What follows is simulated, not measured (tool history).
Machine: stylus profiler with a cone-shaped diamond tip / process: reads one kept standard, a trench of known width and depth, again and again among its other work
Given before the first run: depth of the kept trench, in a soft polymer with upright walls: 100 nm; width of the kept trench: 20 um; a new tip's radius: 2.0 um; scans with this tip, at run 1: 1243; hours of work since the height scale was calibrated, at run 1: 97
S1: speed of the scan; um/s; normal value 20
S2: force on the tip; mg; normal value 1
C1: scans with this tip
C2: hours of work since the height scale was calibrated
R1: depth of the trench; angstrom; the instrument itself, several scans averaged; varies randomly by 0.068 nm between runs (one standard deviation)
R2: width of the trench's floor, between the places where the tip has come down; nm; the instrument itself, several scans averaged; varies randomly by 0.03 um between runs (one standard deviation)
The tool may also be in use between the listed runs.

Run 1, hour 0: usual settings; C1 1243; C2 97. Result: R1 1006 angstrom, R2 18590 nm.
Run 2, hour 11.7: usual settings; C1 1319; C2 103. Result: R1 1007.7 angstrom, R2 18660 nm.
Run 3, hour 19.5: usual settings; C1 1370; C2 107. Result: R1 1007.7 angstrom, R2 18650 nm.
Run 4, hour 33.6: usual settings; C1 1461; C2 114. Result: R1 1008.2 angstrom, R2 18630 nm.
Run 5, hour 48.6: usual settings; C1 1559; C2 121. Result: R1 1006.7 angstrom, R2 18600 nm.
Run 6, hour 55.8: usual settings; C1 1606; C2 125. Result: R1 1006.7 angstrom, R2 18580 nm.
Run 7, hour 62.2: usual settings but S1 12 um/s; C1 1647; C2 128. Result: R1 1007 angstrom, R2 18650 nm.
Run 8, hour 71.4: usual settings but S2 0.64 mg; C1 1707; C2 133. Result: R1 1005.1 angstrom, R2 18570 nm.
At hour 73.1: height scale calibrated on a step standard.
Run 9, hour 79: usual settings but S1 9 um/s, S2 0.7 mg; C1 1753; C2 3. Result: R1 1004.5 angstrom, R2 18640 nm.
Run 10, hour 87: usual settings but S1 42 um/s, S2 0.43 mg; C1 1805; C2 7. Result: R1 1004.8 angstrom, R2 18510 nm.
Run 11, hour 96.6: usual settings but S1 8 um/s, S2 2.07 mg; C1 1868; C2 12. Result: R1 1011.9 angstrom, R2 18590 nm.
Run 12, hour 105.9: usual settings but S1 24 um/s, S2 1.51 mg; C1 1928; C2 17. Result: R1 1009.8 angstrom, R2 18610 nm.
At hour 119.4: height scale calibrated on a step standard, once more.
Run 13, hour 121.5: usual settings but S1 62 um/s, S2 1.51 mg; C1 2026; C2 1. Result: R1 1010.9 angstrom, R2 18460 nm.
Run 14, hour 131.1: usual settings but S1 74 um/s; C1 2089; C2 6. Result: R1 1006.6 angstrom, R2 18330 nm.
Run 15, hour 141.1: usual settings but S1 53 um/s, S2 2.08 mg; C1 2154; C2 11. Result: R1 1013.4 angstrom, R2 18530 nm.
Run 16, hour 154: usual settings but S1 53 um/s, S2 2.08 mg; C1 2237; C2 18. Result: R1 1014.5 angstrom, R2 18510 nm.

Forecast each of these 5 alternatives for the next run:
Run A, hour 167.3: usual settings but S1 5 um/s, S2 2.56 mg; C1 2324; C2 24. Result: R1 ?, R2 ?.
Run B, hour 167.3: usual settings but S1 60 um/s, S2 1.52 mg; C1 2324; C2 24. Result: R1 ?, R2 ?.
Run C, hour 167.3: usual settings but S1 8 um/s, S2 0.56 mg; C1 2324; C2 24. Result: R1 ?, R2 ?.
Run D, hour 167.3: usual settings but S1 76 um/s, S2 2.08 mg; C1 2324; C2 24. Result: R1 ?, R2 ?.
Run E, hour 167.3: usual settings but S1 36 um/s, S2 0.41 mg; C1 2324; C2 24. Result: R1 ?, R2 ?.

run      R1     R2
  A  1015.4  18600
  B  1010.7  18430
  C  1005.6  18610
  D  1014.4  18490
  E  1003.9  18420
Without the tool's unlogged condition, the same runs would have read:
run      R1     R2
  A  1015.6  18690
  B  1010.9  18520
  C  1005.8  18700
  D  1014.5  18580
  E  1004.1  18510
